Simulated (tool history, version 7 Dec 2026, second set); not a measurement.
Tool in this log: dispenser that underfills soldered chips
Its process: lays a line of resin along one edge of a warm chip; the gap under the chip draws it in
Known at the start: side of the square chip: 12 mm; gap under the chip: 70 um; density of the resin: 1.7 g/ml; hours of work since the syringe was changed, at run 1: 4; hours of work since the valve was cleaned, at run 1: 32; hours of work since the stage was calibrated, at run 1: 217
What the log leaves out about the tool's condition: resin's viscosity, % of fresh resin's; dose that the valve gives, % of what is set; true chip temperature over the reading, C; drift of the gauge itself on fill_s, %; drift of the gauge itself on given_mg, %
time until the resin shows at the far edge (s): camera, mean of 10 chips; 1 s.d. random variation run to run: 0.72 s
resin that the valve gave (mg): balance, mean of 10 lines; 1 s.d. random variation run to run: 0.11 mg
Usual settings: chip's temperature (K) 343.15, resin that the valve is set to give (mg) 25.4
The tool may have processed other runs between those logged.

run  hour  chip's temperature (K)  resin that the valve is set to give (mg)  hours of work since the syringe was changed  hours of work since the valve was cleaned  hours of work since the stage was calibrated  time until the resin shows at the far edge (s)  resin that the valve gave (mg)
  1   0.0                  343.15                                      25.4                                            4                                         32                                           217                                            78.0                           24.71
  2   5.7                  343.15                                      25.4                                            9                                         37                                           221                                            92.4                           24.52
      8.0  -- new syringe of resin
  3  13.3                  343.15                                      25.4                                            4                                         42                                           227                                            78.7                           24.31
  4  17.6                  343.15                                      25.4                                            8                                         46                                           230                                            88.4                           24.40
     21.4  -- new syringe of resin
  5  21.8                  343.15                                      25.4                                            0                                         49                                           234                                            67.5                           24.17
  6  29.2                  343.15                                      25.4                                            6                                         55                                           239                                            82.9                           23.97
     34.6  -- new syringe of resin
  7  34.6                  343.15                                      23.3                                            0                                         59                                           243                                            70.5                           21.94
  8  39.8                  343.15                                      23.3                                            4                                         63                                           247                                            82.4                           21.98
  9  43.4                  343.15                                      25.5                                            7                                         66                                           250                                            87.8                           23.97

What does the tool deliver on the next run?
     47.7  -- new syringe of resin
 10  48.3                  337.15                                      28.8                                            0                                         69                                           254                                               ?                               ?

{"run 10": {"time until the resin shows at the far edge (s)": 83.2, "resin that the valve gave (mg)": 27.16}}
Had the tool carried no hidden state, the very same run would have given time until the resin shows at the far edge (s) 77.6, resin that the valve gave (mg) 28.94.
